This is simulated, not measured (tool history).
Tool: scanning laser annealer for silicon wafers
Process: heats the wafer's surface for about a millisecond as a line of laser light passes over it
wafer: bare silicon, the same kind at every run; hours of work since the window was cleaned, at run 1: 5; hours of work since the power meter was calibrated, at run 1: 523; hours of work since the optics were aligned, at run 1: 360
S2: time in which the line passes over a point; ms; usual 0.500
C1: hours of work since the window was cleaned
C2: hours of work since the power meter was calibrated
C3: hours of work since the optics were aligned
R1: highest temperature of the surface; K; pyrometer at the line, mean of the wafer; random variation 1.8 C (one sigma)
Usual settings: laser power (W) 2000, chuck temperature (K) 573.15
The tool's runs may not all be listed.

run 1 day=0.000 | laser_power_(W)=2000 S2=0.500 chuck_temperature_(K)=573.15 | C1=5 C2=523 C3=360 | R1=1312.15
run 2 day=0.608 | laser_power_(W)=2000 S2=0.540 chuck_temperature_(K)=573.15 | C1=13 C2=531 C3=368 | R1=1342.15
run 3 day=1.612 | laser_power_(W)=2000 S2=0.500 chuck_temperature_(K)=552.15 | C1=27 C2=545 C3=382 | R1=1290.15
run 4 day=2.638 | laser_power_(W)=2000 S2=0.500 chuck_temperature_(K)=552.15 | C1=41 C2=559 C3=396 | R1=1290.15
run 5 day=3.338 | laser_power_(W)=2000 S2=0.500 chuck_temperature_(K)=552.15 | C1=50 C2=569 C3=405 | R1=1288.15
run 6 day=4.025 | laser_power_(W)=2000 S2=0.500 chuck_temperature_(K)=552.15 | C1=60 C2=578 C3=415 | R1=1289.15
run 7 day=5.046 | laser_power_(W)=2000 S2=0.500 chuck_temperature_(K)=552.15 | C1=74 C2=592 C3=429 | R1=1287.15
run 8 day=5.688 | laser_power_(W)=2000 S2=0.500 chuck_temperature_(K)=552.15 | C1=82 C2=601 C3=438 | R1=1282.15
run 9 day=6.233 | laser_power_(W)=2000 S2=0.500 chuck_temperature_(K)=608.15 | C1=90 C2=608 C3=445 | R1=1342.15
run 10 day=7.125 | laser_power_(W)=2000 S2=0.500 chuck_temperature_(K)=608.15 | C1=102 C2=620 C3=457 | R1=1336.15
run 11 day=7.821 | laser_power_(W)=1833 S2=0.500 chuck_temperature_(K)=573.15 | C1=112 C2=630 C3=467 | R1=1235.15
run 12 day=8.579 | laser_power_(W)=1979 S2=0.480 chuck_temperature_(K)=604.15 | C1=122 C2=640 C3=477 | R1=1312.15
run 13 day=9.738 | laser_power_(W)=1979 S2=0.480 chuck_temperature_(K)=604.15 | C1=138 C2=656 C3=493 | R1=1306.15
run 14 day=10.375 | laser_power_(W)=1979 S2=0.480 chuck_temperature_(K)=604.15 | C1=146 C2=665 C3=501 | R1=1308.15
run 15 day=11.262 | laser_power_(W)=2136 S2=0.496 chuck_temperature_(K)=573.15 | C1=158 C2=677 C3=514 | R1=1347.15
run 16 day=11.783 | laser_power_(W)=2136 S2=0.496 chuck_temperature_(K)=573.15 | C1=166 C2=684 C3=521 | R1=1344.15
run 17 day=12.862 | laser_power_(W)=1723 S2=0.500 chuck_temperature_(K)=611.15 | C1=180 C2=699 C3=535 | R1=1218.15
run 18 day=13.529 | laser_power_(W)=1723 S2=0.449 chuck_temperature_(K)=611.15 | C1=189 C2=708 C3=544 | R1=1188.15
run 19 day=14.046 | laser_power_(W)=2056 S2=0.380 chuck_temperature_(K)=568.15 | C1=196 C2=715 C3=551 | R1=1215.15

4 ways to go on from here, each from the tool as it stands after run 19. What would each give?
run A day=14.708 | laser_power_(W)=1878 S2=0.380 chuck_temperature_(K)=554.15 | C1=205 C2=724 C3=560 | R1=?
run B day=14.708 | laser_power_(W)=1708 S2=0.500 chuck_temperature_(K)=586.15 | C1=205 C2=724 C3=560 | R1=?
run C day=14.708 | laser_power_(W)=1762 S2=0.605 chuck_temperature_(K)=546.15 | C1=205 C2=724 C3=560 | R1=?
run D day=14.708 | laser_power_(W)=2000 S2=0.500 chuck_temperature_(K)=588.15 | C1=205 C2=724 C3=560 | R1=?

run=A R1=1139.15
run=B R1=1186.15
run=C R1=1228.15
run=D R1=1307.15
Without the tool's hidden state the same runs would have given:
run=A R1=1168.15
run=B R1=1215.15
run=C R1=1261.15
run=D R1=1342.15
